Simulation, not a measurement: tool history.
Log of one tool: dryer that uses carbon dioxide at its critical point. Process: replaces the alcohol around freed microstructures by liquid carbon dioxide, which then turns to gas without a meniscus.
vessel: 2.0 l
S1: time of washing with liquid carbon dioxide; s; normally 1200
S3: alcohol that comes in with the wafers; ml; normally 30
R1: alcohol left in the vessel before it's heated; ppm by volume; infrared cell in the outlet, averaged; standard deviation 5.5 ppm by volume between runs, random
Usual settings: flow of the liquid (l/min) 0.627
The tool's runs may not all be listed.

Run 1, day 0.000: usual settings. Result: R1 212 ppm by volume.
Run 2, day 1.554: usual settings but S1 1380 s. Result: R1 117 ppm by volume.
Run 3, day 2.504: usual settings but S1 1080 s. Result: R1 335 ppm by volume.
Run 4, day 3.658: usual settings but S1 1080 s, S3 49 ml. Result: R1 541 ppm by volume.
Run 5, day 5.250: usual settings but S1 1080 s, S3 49 ml. Result: R1 555 ppm by volume.
Run 6, day 6.400: usual settings but S1 1080 s, S3 49 ml. Result: R1 587 ppm by volume.
Run 7, day 7.617: usual settings but S1 840 s, S3 49 ml. Result: R1 1312 ppm by volume.
Run 8, day 8.608: usual settings. Result: R1 260 ppm by volume.
At day 8.946: inlet filter changed.
Run 9, day 9.358: usual settings. Result: R1 197 ppm by volume.
Run 10, day 10.512: usual settings. Result: R1 210 ppm by volume.
Run 11, day 12.112: usual settings but flow of the liquid (l/min) 0.584. Result: R1 273 ppm by volume.
Run 12, day 13.083: usual settings but flow of the liquid (l/min) 0.584. Result: R1 287 ppm by volume.
Run 13, day 13.921: usual settings. Result: R1 218 ppm by volume.
Run 14, day 14.788: usual settings. Result: R1 235 ppm by volume.
Run 15, day 15.688: usual settings but S3 74 ml. Result: R1 502 ppm by volume.
Run 16, day 16.817: usual settings but S3 74 ml. Result: R1 509 ppm by volume.
Run 17, day 18.012: usual settings but S3 74 ml. Result: R1 525 ppm by volume.
Run 18, day 19.012: usual settings but S3 22 ml. Result: R1 208 ppm by volume.
Run 19, day 19.971: usual settings but S3 22 ml. Result: R1 210 ppm by volume.
Run 20, day 20.721: usual settings but S3 22 ml. Result: R1 207 ppm by volume.
Run 21, day 22.288: usual settings but S3 28 ml. Result: R1 253 ppm by volume.
Run 22, day 23.342: usual settings but flow of the liquid (l/min) 0.409, S3 28 ml. Result: R1 987 ppm by volume.
Run 23, day 24.462: usual settings but flow of the liquid (l/min) 0.494. Result: R1 614 ppm by volume.
Run 24, day 25.825: usual settings but flow of the liquid (l/min) 0.494. Result: R1 627 ppm by volume.
Run 25, day 26.671: usual settings but S1 1500 s, flow of the liquid (l/min) 0.526, S3 27 ml. Result: R1 268 ppm by volume.
Run 26, day 27.942: usual settings but S1 900 s, flow of the liquid (l/min) 0.951, S3 36 ml. Result: R1 230 ppm by volume.
Run 27, day 28.692: usual settings but S1 900 s, flow of the liquid (l/min) 0.951, S3 36 ml. Result: R1 233 ppm by volume.
Run 28, day 30.096: usual settings but S1 1440 s, S3 54 ml. Result: R1 273 ppm by volume.
Run 29, day 31.471: usual settings but S1 1020 s, flow of the liquid (l/min) 0.580, S3 37 ml. Result: R1 761 ppm by volume.
Run 30, day 32.542: usual settings but S1 1020 s, flow of the liquid (l/min) 0.580, S3 37 ml. Result: R1 789 ppm by volume.
Run 31, day 33.496: usual settings but S1 840 s, flow of the liquid (l/min) 0.620, S3 33 ml. Result: R1 1017 ppm by volume.
Run 32, day 34.917: usual settings but S1 960 s, flow of the liquid (l/min) 0.791, S3 33 ml. Result: R1 357 ppm by volume.
Run 33, day 35.729: usual settings but S1 1740 s, flow of the liquid (l/min) 0.563, S3 21 ml. Result: R1 188 ppm by volume.
Run 34, day 37.333: usual settings but S1 1560 s, flow of the liquid (l/min) 0.452, S3 22 ml. Result: R1 388 ppm by volume.
At day 37.796: inlet filter changed.
Run 35, day 38.742: usual settings but S1 1560 s, flow of the liquid (l/min) 0.452, S3 22 ml. Result: R1 328 ppm by volume.
Run 36, day 39.621: usual settings but S1 1560 s, flow of the liquid (l/min) 0.452, S3 22 ml. Result: R1 310 ppm by volume.
Run 37, day 40.721: usual settings but flow of the liquid (l/min) 0.557, S3 27 ml. Result: R1 394 ppm by volume.
Run 38, day 42.225: usual settings but S1 1620 s, flow of the liquid (l/min) 0.533, S3 27 ml. Result: R1 245 ppm by volume.
Run 39, day 43.429: usual settings but S1 1620 s, flow of the liquid (l/min) 0.533, S3 27 ml. Result: R1 247 ppm by volume.
Run 40, day 44.129: usual settings but S1 1500 s, S3 52 ml. Result: R1 274 ppm by volume.
Run 41, day 44.879: usual settings but S1 1500 s, S3 52 ml. Result: R1 278 ppm by volume.
Run 42, day 45.825: usual settings but S1 1500 s, S3 52 ml. Result: R1 271 ppm by volume.
Run 43, day 46.912: usual settings but S1 1500 s, S3 52 ml. Result: R1 281 ppm by volume.
Run 44, day 48.512: usual settings but flow of the liquid (l/min) 1.003. Result: R1 193 ppm by volume.
Run 45, day 50.100: usual settings but S3 52 ml. Result: R1 504 ppm by volume.
Run 46, day 51.008: usual settings but S1 960 s, flow of the liquid (l/min) 0.415, S3 68 ml. Result: R1 3783 ppm by volume.

Consider 5 possible next runs. They are alternatives, not a sequence: every one starts from the tool as it was left by run 46. What does each give?
At day 51.571: purifier's bed changed.
Run A, day 52.133: usual settings but S1 1500 s, flow of the liquid (l/min) 0.391, S3 101 ml. Result: R1 ?.
At day 51.571: purifier's bed changed.
Run B, day 52.133: usual settings but S1 1080 s, flow of the liquid (l/min) 0.639, S3 46 ml. Result: R1 ?.
At day 51.571: purifier's bed changed.
Run C, day 52.133: usual settings but S3 80 ml. Result: R1 ?.
At day 51.571: purifier's bed changed.
Run D, day 52.133: usual settings but S1 1320 s, flow of the liquid (l/min) 0.910, S3 68 ml. Result: R1 ?.
At day 51.571: purifier's bed changed.
Run E, day 52.133: usual settings but S1 1260 s, flow of the liquid (l/min) 0.618, S3 54 ml. Result: R1 ?.

run    R1
  A  1802
  B   421
  C   493
  D    27
  E   294
Without the tool's hidden state the same runs would have given:
run    R1
  A  1577
  B   357
  C   412
  D    19
  E   245
